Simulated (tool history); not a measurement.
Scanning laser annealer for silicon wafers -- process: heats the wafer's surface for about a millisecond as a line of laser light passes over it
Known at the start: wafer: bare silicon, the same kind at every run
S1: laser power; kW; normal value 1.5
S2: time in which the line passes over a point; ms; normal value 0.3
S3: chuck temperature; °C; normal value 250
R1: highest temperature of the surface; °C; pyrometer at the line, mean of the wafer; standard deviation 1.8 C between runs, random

{"run": 1, "day": 0.0, "S1": 1.5, "S2": 0.3, "S3": 250, "R1": 1030}
{"run": 2, "day": 0.358, "S1": 1.5, "S2": 0.3, "S3": 250, "R1": 1032}
{"run": 3, "day": 0.683, "S1": 1.5, "S2": 0.3, "S3": 250, "R1": 1031}
{"run": 4, "day": 1.088, "S1": 1.5, "S2": 0.3, "S3": 250, "R1": 1032}
{"run": 5, "day": 1.592, "S1": 1.5, "S2": 0.3, "S3": 250, "R1": 1030}
{"run": 6, "day": 2.071, "S1": 1.5, "S2": 0.3, "S3": 250, "R1": 1030}
{"run": 7, "day": 2.442, "S1": 1.5, "S2": 0.3, "S3": 250, "R1": 1033}
{"run": 8, "day": 2.829, "S1": 1.5, "S2": 0.3, "S3": 250, "R1": 1029}
{"run": 9, "day": 3.25, "S1": 1.5, "S2": 0.3, "S3": 215, "R1": 995}
{"run": 10, "day": 3.658, "S1": 1.5, "S2": 0.3, "S3": 215, "R1": 993}
{"run": 11, "day": 3.971, "S1": 1.5, "S2": 0.3, "S3": 215, "R1": 993}
{"run": 12, "day": 4.408, "S1": 1.5, "S2": 0.3, "S3": 215, "R1": 993}
{"run": 13, "day": 4.912, "S1": 1.5, "S2": 0.3, "S3": 215, "R1": 992}
{"run": 14, "day": 5.333, "S1": 1.5, "S2": 0.3, "S3": 215, "R1": 993}
{"run": 15, "day": 5.738, "S1": 1.5, "S2": 0.3, "S3": 215, "R1": 993}
{"run": 16, "day": 6.238, "S1": 1.5, "S2": 0.3, "S3": 250, "R1": 1025}
{"run": 17, "day": 6.496, "S1": 1.5, "S2": 0.3, "S3": 250, "R1": 1028}
{"run": 18, "day": 6.988, "S1": 1.5, "S2": 0.3, "S3": 250, "R1": 1028}
{"run": 19, "day": 7.279, "S1": 1.5, "S2": 0.35, "S3": 250, "R1": 1083}
{"run": 20, "day": 7.688, "S1": 1.5, "S2": 0.35, "S3": 250, "R1": 1087}
{"run": 21, "day": 8.258, "S1": 1.5, "S2": 0.35, "S3": 250, "R1": 1082}
{"run": 22, "day": 8.642, "S1": 1.5, "S2": 0.258, "S3": 250, "R1": 974}
{"run": 23, "day": 9.112, "S1": 1.446, "S2": 0.3, "S3": 212, "R1": 960}
{"run": 24, "day": 9.633, "S1": 1.5, "S2": 0.337, "S3": 217, "R1": 1035}
{"run": 25, "day": 10.108, "S1": 1.5, "S2": 0.337, "S3": 217, "R1": 1033}
{"run": 26, "day": 10.4, "S1": 1.546, "S2": 0.3, "S3": 250, "R1": 1054}
{"run": 27, "day": 10.933, "S1": 1.415, "S2": 0.345, "S3": 272, "R1": 1053}
{"run": 28, "day": 11.404, "S1": 1.607, "S2": 0.3, "S3": 250, "R1": 1079}
{"run": 29, "day": 11.658, "S1": 1.475, "S2": 0.306, "S3": 280, "R1": 1051}
{"run": 30, "day": 12.225, "S1": 1.475, "S2": 0.306, "S3": 280, "R1": 1050}
{"run": 31, "day": 12.629, "S1": 1.453, "S2": 0.377, "S3": 280, "R1": 1112}
{"run": 32, "day": 12.962, "S1": 1.449, "S2": 0.216, "S3": 250, "R1": 888}
{"run": 33, "day": 13.283, "S1": 1.421, "S2": 0.245, "S3": 232, "R1": 900}
{"run": 34, "day": 13.867, "S1": 1.421, "S2": 0.228, "S3": 286, "R1": 931}
{"run": 35, "day": 14.217, "S1": 1.46, "S2": 0.238, "S3": 237, "R1": 916}
{"run": 36, "day": 14.629, "S1": 1.561, "S2": 0.277, "S3": 261, "R1": 1037}
{"run": 37, "day": 14.912, "S1": 1.561, "S2": 0.277, "S3": 261, "R1": 1036}
{"run": 38, "day": 15.317, "S1": 1.394, "S2": 0.322, "S3": 261, "R1": 1002}
{"run": 39, "day": 15.796, "S1": 1.474, "S2": 0.219, "S3": 228, "R1": 886}
{"run": 40, "day": 16.217, "S1": 1.474, "S2": 0.219, "S3": 228, "R1": 883}
{"run": 41, "day": 16.738, "S1": 1.453, "S2": 0.3, "S3": 221, "R1": 967}

What if the next run were any one of these 3? Each begins from the tool's condition after run 41:
{"run": "A", "day": 17.083, "S1": 1.453, "S2": 0.215, "S3": 286, "R1": "?"}
{"run": "B", "day": 17.083, "S1": 1.344, "S2": 0.3, "S3": 221, "R1": "?"}
{"run": "C", "day": 17.083, "S1": 1.378, "S2": 0.332, "S3": 221, "R1": "?"}

run=A R1=926
run=B R1=909
run=C R1=963
With the hidden condition removed and each run's random variation left untouched, the same runs would have given:
run=A R1=944
run=B R1=928
run=C R1=983

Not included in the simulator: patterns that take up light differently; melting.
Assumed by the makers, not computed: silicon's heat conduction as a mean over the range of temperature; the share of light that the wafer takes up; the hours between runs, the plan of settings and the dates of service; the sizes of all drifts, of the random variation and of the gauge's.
